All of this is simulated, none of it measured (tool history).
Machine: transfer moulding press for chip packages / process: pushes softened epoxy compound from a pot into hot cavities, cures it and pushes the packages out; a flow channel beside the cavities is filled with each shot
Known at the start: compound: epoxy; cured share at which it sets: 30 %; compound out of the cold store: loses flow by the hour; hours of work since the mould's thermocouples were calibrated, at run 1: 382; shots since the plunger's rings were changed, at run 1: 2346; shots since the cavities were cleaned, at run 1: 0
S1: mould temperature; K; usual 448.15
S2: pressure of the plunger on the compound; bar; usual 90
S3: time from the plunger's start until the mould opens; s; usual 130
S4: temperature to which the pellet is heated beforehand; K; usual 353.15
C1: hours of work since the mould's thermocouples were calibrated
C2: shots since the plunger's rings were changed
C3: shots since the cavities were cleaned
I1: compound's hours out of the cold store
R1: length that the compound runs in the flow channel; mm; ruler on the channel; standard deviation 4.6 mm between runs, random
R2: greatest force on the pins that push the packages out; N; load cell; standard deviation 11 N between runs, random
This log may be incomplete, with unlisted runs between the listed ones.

Run 1, hour 0: usual settings; C1 382; C2 2346; C3 0; I1 10.8. Result: R1 884 mm, R2 493 N.
At hour 25.7: plunger's sealing rings changed.
Run 2, hour 44.4: usual settings; C1 413; C2 214; C3 481; I1 15.3. Result: R1 859 mm, R2 500 N.
Run 3, hour 79.2: usual settings but S2 93.3 bar; C1 439; C2 613; C3 880; I1 22.4. Result: R1 859 mm, R2 495 N.
At hour 105.1: cavities cleaned with cleaning compound and waxed.
Run 4, hour 130.9: usual settings but S2 93.3 bar; C1 476; C2 1189; C3 297; I1 27.5. Result: R1 845 mm, R2 503 N.
Run 5, hour 191.6: usual settings; C1 520; C2 1885; C3 993; I1 31.2. Result: R1 826 mm, R2 503 N.
At hour 210.1: cavities cleaned with cleaning compound and waxed.
Run 6, hour 230.5: usual settings; C1 548; C2 2313; C3 233; I1 43.5. Result: R1 791 mm, R2 477 N.
At hour 257.8: plunger's sealing rings changed.
Run 7, hour 261.7: usual settings; C1 569; C2 44; C3 562; I1 28.4. Result: R1 833 mm, R2 492 N.
At hour 318.3: cavities cleaned with cleaning compound and waxed.
Run 8, hour 318.3: usual settings but S1 443.15 K; C1 609; C2 676; C3 0; I1 30.6. Result: R1 830 mm, R2 632 N.
Run 9, hour 345.5: usual settings but S1 443.15 K; C1 629; C2 988; C3 312; I1 47.7. Result: R1 792 mm, R2 622 N.
Run 10, hour 389.3: usual settings; C1 662; C2 1490; C3 814; I1 31.2. Result: R1 819 mm, R2 508 N.
Run 11, hour 417: usual settings but S1 449.15 K; C1 682; C2 1808; C3 1132; I1 23. Result: R1 839 mm, R2 474 N.
At hour 424.2: cavities cleaned with cleaning compound and waxed.
Run 12, hour 465.6: usual settings but S1 449.15 K; C1 717; C2 2348; C3 475; I1 10.4. Result: R1 877 mm, R2 504 N.
At hour 491: plunger's sealing rings changed.
Run 13, hour 503.6: usual settings; C1 743; C2 144; C3 882; I1 43.1. Result: R1 787 mm, R2 485 N.
At hour 529.5: cavities cleaned with cleaning compound and waxed.
Run 14, hour 569.4: usual settings but S3 146 s; C1 790; C2 882; C3 458; I1 17.9. Result: R1 853 mm, R2 462 N.
At hour 620.5: mould's thermocouples calibrated.
At hour 635.8: cavities cleaned with cleaning compound and waxed.
Run 15, hour 635.8: usual settings but S3 146 s; C1 10; C2 1602; C3 0; I1 28.6. Result: R1 827 mm, R2 451 N.
Run 16, hour 675.3: usual settings but S1 444.15 K, S2 80.2 bar, S3 167 s, S4 344.15 K; C1 39; C2 2055; C3 453; I1 19.5. Result: R1 822 mm, R2 470 N.
At hour 728.2: plunger's sealing rings changed.
At hour 741.1: cavities cleaned with cleaning compound and waxed.
Run 17, hour 741.1: usual settings but S1 441.15 K, S2 89.5 bar, S3 150 s, S4 344.15 K; C1 85; C2 130; C3 0; I1 11.1. Result: R1 912 mm, R2 624 N.
Run 18, hour 802.6: usual settings but S1 450.15 K, S3 110 s, S4 354.15 K; C1 130; C2 835; C3 705; I1 36. Result: R1 799 mm, R2 580 N.
At hour 845.8: cavities cleaned with cleaning compound and waxed.
Run 19, hour 857.8: usual settings but S1 450.15 K, S2 80.2 bar, S3 110 s, S4 354.15 K; C1 169; C2 1451; C3 138; I1 41.7. Result: R1 745 mm, R2 566 N.
Run 20, hour 919: usual settings but S1 450.15 K, S2 80.2 bar, S3 110 s, S4 354.15 K; C1 214; C2 2153; C3 840; I1 42.5. Result: R1 733 mm, R2 557 N.

Run 21, settings as shown, results not yet in. Your forecast:
At hour 952.2: cavities cleaned with cleaning compound and waxed.
At hour 962.7: plunger's sealing rings changed.
Run 21, hour 986.6: usual settings but S2 86.3 bar, S4 355.15 K; C1 261; C2 273; C3 365; I1 28. Result: R1 ?, R2 ?.

R1: 809 mm
R2: 509 N
With no hidden state in the tool, this same run would have given R1 809 mm, R2 505 N.
